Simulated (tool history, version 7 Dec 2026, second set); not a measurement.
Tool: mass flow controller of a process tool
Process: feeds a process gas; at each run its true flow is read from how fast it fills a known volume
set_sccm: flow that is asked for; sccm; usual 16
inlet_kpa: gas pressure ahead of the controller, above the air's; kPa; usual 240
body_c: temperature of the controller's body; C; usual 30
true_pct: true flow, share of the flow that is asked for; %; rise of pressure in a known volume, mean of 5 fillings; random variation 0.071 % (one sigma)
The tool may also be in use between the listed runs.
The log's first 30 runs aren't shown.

run      day  set_sccm  inlet_kpa  body_c  true_pct
 31  233.083        16        275      32     99.25
 32  242.258         6        275      35     95.84
      243.05  -- controller's zero set anew, once more
 33  253.375        16        240      31    100.66
 34  259.475         4        240      37     98.99
 35  266.183        15        181      34    100.85
 36  271.321        15        181      34    100.83
 37      279        15        176      24     99.82
 38  285.829         7        255      21     98.39
 39  290.654         5        181      38     99.34
 40  300.846        16        240      34    100.87
 41  310.733        16        240      34    100.82
 42  321.858        16        240      23    100.02

3 ways to go on from here, each from the tool as it stands after run 42. What would each give?
  A  328.762         3        231      30         ?
  B  328.762         5        269      36         ?
  C  328.762         4        240      23         ?

run  true_pct
  A     97.55
  B     98.76
  C     97.47
Without the tool's hidden state the same runs would have given:
run  true_pct
  A     97.82
  B     98.52
  C     97.43
